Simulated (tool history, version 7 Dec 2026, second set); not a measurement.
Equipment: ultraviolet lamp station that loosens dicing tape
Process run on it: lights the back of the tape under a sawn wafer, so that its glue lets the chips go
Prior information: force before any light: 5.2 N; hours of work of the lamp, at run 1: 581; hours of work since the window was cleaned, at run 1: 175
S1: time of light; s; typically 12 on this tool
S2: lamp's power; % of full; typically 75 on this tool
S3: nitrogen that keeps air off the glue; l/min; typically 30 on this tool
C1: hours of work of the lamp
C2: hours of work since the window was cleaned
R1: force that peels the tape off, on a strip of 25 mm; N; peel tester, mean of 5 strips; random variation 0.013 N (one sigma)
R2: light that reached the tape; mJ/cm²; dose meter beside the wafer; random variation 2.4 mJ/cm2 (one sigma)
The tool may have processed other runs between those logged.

Run 1, hour 0: usual settings; C1 581; C2 175. Result: R1 0.865 N, R2 209 mJ/cm².
Run 2, hour 29.5: usual settings; C1 600; C2 194. Result: R1 0.841 N, R2 204 mJ/cm².
Run 3, hour 48.6: usual settings but S1 17 s; C1 612; C2 206. Result: R1 0.476 N, R2 283 mJ/cm².
Run 4, hour 67.4: usual settings but S1 17 s; C1 624; C2 218. Result: R1 0.491 N, R2 283 mJ/cm².
Run 5, hour 90.6: usual settings but S1 17 s, S3 12 l/min; C1 639; C2 232. Result: R1 0.857 N, R2 282 mJ/cm².
Run 6, hour 113.5: usual settings but S1 17 s, S3 11 l/min; C1 653; C2 247. Result: R1 0.885 N, R2 277 mJ/cm².
Run 7, hour 140.9: usual settings but S1 17 s, S3 11 l/min; C1 670; C2 264. Result: R1 0.93 N, R2 277 mJ/cm².
Run 8, hour 164.9: usual settings but S1 17 s, S3 11 l/min; C1 685; C2 279. Result: R1 0.94 N, R2 275 mJ/cm².
At hour 167.8: window cleaned of glue's vapour.
Run 9, hour 184.4: usual settings but S1 17 s, S3 11 l/min; C1 697; C2 10. Result: R1 1.067 N, R2 255 mJ/cm².
Run 10, hour 213.1: usual settings but S1 7 s, S2 85 % of full, S3 18 l/min; C1 716; C2 29. Result: R1 2.191 N, R2 117 mJ/cm².
At hour 219.5: window cleaned of glue's vapour, once more.
Run 11, hour 243.2: usual settings but S1 24 s, S2 69 % of full, S3 10 l/min; C1 734; C2 15. Result: R1 0.576 N, R2 383 mJ/cm².
Run 12, hour 263.3: usual settings but S1 24 s, S2 69 % of full, S3 10 l/min; C1 747; C2 28. Result: R1 0.563 N, R2 379 mJ/cm².

Expected results for the next run?
Run 13, hour 284: usual settings but S1 14 s, S2 96 % of full, S3 10 l/min; C1 760; C2 41. Result: R1 ?, R2 ?.

{"run 13": {"R1": 0.849, "R2": 308}}
With no hidden state in the tool, this same run would have given R1 0.596 N, R2 378 mJ/cm².
